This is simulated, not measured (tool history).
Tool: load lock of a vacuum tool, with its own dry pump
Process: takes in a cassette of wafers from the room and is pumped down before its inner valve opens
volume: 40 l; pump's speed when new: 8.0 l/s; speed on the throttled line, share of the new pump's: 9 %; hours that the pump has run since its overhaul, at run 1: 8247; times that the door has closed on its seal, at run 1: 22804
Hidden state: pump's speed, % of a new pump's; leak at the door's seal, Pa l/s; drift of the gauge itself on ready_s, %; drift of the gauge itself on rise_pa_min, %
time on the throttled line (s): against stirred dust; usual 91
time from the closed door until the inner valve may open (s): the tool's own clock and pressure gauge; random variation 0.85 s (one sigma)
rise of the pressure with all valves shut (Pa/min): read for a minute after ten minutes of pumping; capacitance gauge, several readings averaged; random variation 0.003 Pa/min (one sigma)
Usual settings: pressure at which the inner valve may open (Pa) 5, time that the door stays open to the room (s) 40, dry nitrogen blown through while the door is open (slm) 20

run    hour  time on the throttled line (s)  pressure at which the inner valve may open (Pa)  time that the door stays open to the room (s)  dry nitrogen blown through while the door is open (slm)  hours that the pump has run since its overhaul  times that the door has closed on its seal  incoming humidity of the room's air, %  time from the closed door until the inner valve may open (s)  rise of the pressure with all valves shut (Pa/min)
  1       0                              91                                                5                                             40                                                       20                                            8247                                       22804                                    42.8                                                           137                                               0.391
  2   368.9                              91                                                5                                             40                                                       20                                            8615                                       23965                                    46.2                                                         135.4                                               0.415
  3   663.3                              91                                                5                                             40                                                       20                                            8910                                       24891                                    48.9                                                         137.2                                               0.444
  4   867.9                              91                                                5                                             40                                                       20                                            9114                                       25534                                    43.2                                                         136.6                                               0.449
  5  1042.6                              91                                                5                                             40                                                       29                                            9289                                       26084                                    43.1                                                         136.9                                                0.47
  6  1324.7                              91                                                5                                             40                                                       37                                            9571                                       26971                                    47.2                                                         138.1                                                0.49
  7  1569.9                              91                                                5                                            149                                                       20                                            9816                                       27742                                    47.1                                                         135.8                                               0.516
  8    1911                              91                                                5                                            149                                                       20                                           10158                                       28815                                    43.8                                                           137                                               0.555
  9  2198.4                              91                                                5                                            149                                                       20                                           10445                                       29719                                      45                                                         137.1                                               0.578
 10  2471.4                              91                                                5                                             95                                                       27                                           10718                                       30578                                      45                                                         137.5                                               0.596
 11  2701.2                             148                                                6                                             43                                                       20                                           10948                                       31301                                    42.5                                                         187.8                                               0.598
 12    2960                              80                                                9                                            157                                                       10                                           11207                                       32115                                    46.4                                                         124.2                                               0.648
 13    3230                             117                                               10                                             31                                                       15                                           11477                                       32964                                    43.9                                                         158.3                                               0.654

Forecast each of these 5 alternatives for the next run:
  A  3514.6                             117                                                9                                             31                                                       15                                           11761                                       33860                                    44.4                                                             ?                                                   ?
  B  3514.6                              57                                               10                                             31                                                       29                                           11761                                       33860                                      46                                                             ?                                                   ?
  C  3514.6                              91                                                6                                            204                                                        5                                           11761                                       33860                                    44.9                                                             ?                                                   ?
  D  3514.6                              91                                                7                                             40                                                       20                                           11761                                       33860                                    43.8                                                             ?                                                   ?
  E  3514.6                             117                                                5                                             47                                                        5                                           11761                                       33860                                    46.4                                                             ?                                                   ?

run  time from the closed door until the inner valve may open (s)  rise of the pressure with all valves shut (Pa/min)
  A                                                         157.7                                                0.68
  B                                                         103.8                                               0.681
  C                                                           136                                               0.722
  D                                                         135.9                                               0.678
  E                                                         161.7                                               0.697
Without the tool's hidden state the same runs would have given:
run  time from the closed door until the inner valve may open (s)  rise of the pressure with all valves shut (Pa/min)
  A                                                         152.8                                               0.012
  B                                                          98.2                                               0.006
  C                                                         130.4                                               0.053
  D                                                         130.4                                                0.01
  E                                                         156.3                                               0.023
